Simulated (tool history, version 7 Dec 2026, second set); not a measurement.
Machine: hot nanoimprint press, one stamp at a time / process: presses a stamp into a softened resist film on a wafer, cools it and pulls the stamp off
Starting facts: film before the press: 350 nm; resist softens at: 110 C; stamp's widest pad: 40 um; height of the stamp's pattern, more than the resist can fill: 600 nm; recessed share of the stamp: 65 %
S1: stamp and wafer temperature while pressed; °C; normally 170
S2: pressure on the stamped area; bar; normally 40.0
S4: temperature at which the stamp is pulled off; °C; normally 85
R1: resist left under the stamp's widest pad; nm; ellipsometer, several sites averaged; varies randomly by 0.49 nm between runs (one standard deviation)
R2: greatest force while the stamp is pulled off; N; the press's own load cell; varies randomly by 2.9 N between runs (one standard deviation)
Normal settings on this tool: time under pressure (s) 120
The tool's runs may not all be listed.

run 1 hour=0.0 | S1=170 S2=40.0 time_under_pressure_(s)=120 S4=85 | R1=141.7 R2=218
run 2 hour=30.7 | S1=181 S2=40.0 time_under_pressure_(s)=120 S4=85 | R1=81.8 R2=219
run 3 hour=82.4 | S1=181 S2=40.0 time_under_pressure_(s)=120 S4=85 | R1=81.0 R2=216
run 4 hour=137.9 | S1=181 S2=40.0 time_under_pressure_(s)=120 S4=85 | R1=81.3 R2=219
run 5 hour=174.2 | S1=181 S2=40.0 time_under_pressure_(s)=120 S4=85 | R1=81.9 R2=221
run 6 hour=197.2 | S1=181 S2=40.0 time_under_pressure_(s)=120 S4=85 | R1=81.7 R2=220
run 7 hour=251.8 | S1=181 S2=40.0 time_under_pressure_(s)=120 S4=85 | R1=81.4 R2=223
run 8 hour=294.7 | S1=181 S2=40.0 time_under_pressure_(s)=120 S4=85 | R1=81.5 R2=220
-- hour=314.2 stamp cleaned and given a new release coat
run 9 hour=337.0 | S1=181 S2=47.3 time_under_pressure_(s)=154 S4=85 | R1=67.3 R2=219
run 10 hour=373.0 | S1=181 S2=47.3 time_under_pressure_(s)=154 S4=85 | R1=66.7 R2=225
run 11 hour=401.2 | S1=174 S2=25.5 time_under_pressure_(s)=86 S4=81 | R1=162.4 R2=237
run 12 hour=453.8 | S1=174 S2=25.5 time_under_pressure_(s)=86 S4=81 | R1=161.9 R2=243
run 13 hour=479.0 | S1=174 S2=50.4 time_under_pressure_(s)=86 S4=81 | R1=118.8 R2=242
-- hour=525.7 plate thermocouple calibrated
run 14 hour=531.0 | S1=165 S2=50.4 time_under_pressure_(s)=188 S4=81 | R1=140.7 R2=248

The next listed run, before its measurement:
run 15 hour=578.6 | S1=170 S2=42.8 time_under_pressure_(s)=120 S4=85 | R1=? R2=?

{"run 15": {"R1": 136.8, "R2": 220}}
With no hidden state in the tool, this same run would have given R1 136.6 nm, R2 218 N.

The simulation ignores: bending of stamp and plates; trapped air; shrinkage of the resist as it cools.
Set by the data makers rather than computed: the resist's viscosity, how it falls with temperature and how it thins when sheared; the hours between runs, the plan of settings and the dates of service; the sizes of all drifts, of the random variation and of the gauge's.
